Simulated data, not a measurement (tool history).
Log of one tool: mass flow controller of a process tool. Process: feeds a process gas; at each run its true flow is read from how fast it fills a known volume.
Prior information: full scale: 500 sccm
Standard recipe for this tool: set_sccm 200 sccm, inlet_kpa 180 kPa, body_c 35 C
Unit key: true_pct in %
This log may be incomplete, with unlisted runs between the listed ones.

run,day,set_sccm,inlet_kpa,body_c,true_pct
1,0,200,180,35,98.56
2,3.692,200,211,35,98.67
3,8.025,200,180,35,98.66
4,13.271,200,180,35,98.77
5,17.538,200,180,35,98.95
6,20.721,252,180,35,99.3
7,24.338,252,180,35,99.58
8,27.638,200,180,35,99.24
9,32.696,200,180,25,98.73
10,37.292,200,180,25,98.92
11,42.917,200,180,25,98.95
12,46.438,200,180,35,99.61
13,51.371,200,180,22,99.09
14,54.538,200,180,22,99.1
15,59.504,200,180,22,99.29
16,63.838,200,180,22,97.9
17,69.196,152,180,35,98.32
18,73.629,200,180,38,98.94
19,77.15,200,272,38,98.95
20,81.3,200,272,38,99.07
21,85.608,200,272,38,99.13
22,88.933,74,215,36,98.21
23,93.125,194,211,36,99.14
24,98.258,200,178,29,98.97
25,103.596,110,163,24,98.29
26,107.438,55,149,28,98.33
27,110.271,55,145,25,98.27
28,114.008,495,243,26,101.25
29,117.742,495,243,22,101.06
30,122.792,495,164,22,101.21
31,128.35,198,164,22,99.3
32,134.4,198,164,22,99.35
33,138.817,200,180,27,99.88
34,141.354,103,216,35,99.53
35,145.958,103,197,40,100.09
36,150.925,103,197,40,100.25
37,155.3,103,197,40,100.23
38,158.629,103,197,40,100.45
39,164.862,103,181,32,100.12
40,168.679,495,253,34,102.91
41,173.5,253,187,36,101.56

Removed from this log: 1 entry logged between the listed runs. Between which two listed runs does each belong, and how does the tool's hidden state at the listed run before it compare with that at the listed run after it?
Runs 15 to 16: gauge calibrated (day 60.288)
  drift of the gauge itself on true_pct, %: 1.38 -> 0.08
  measured less the result without the state, true_pct: +1.35 -> +0.07 %

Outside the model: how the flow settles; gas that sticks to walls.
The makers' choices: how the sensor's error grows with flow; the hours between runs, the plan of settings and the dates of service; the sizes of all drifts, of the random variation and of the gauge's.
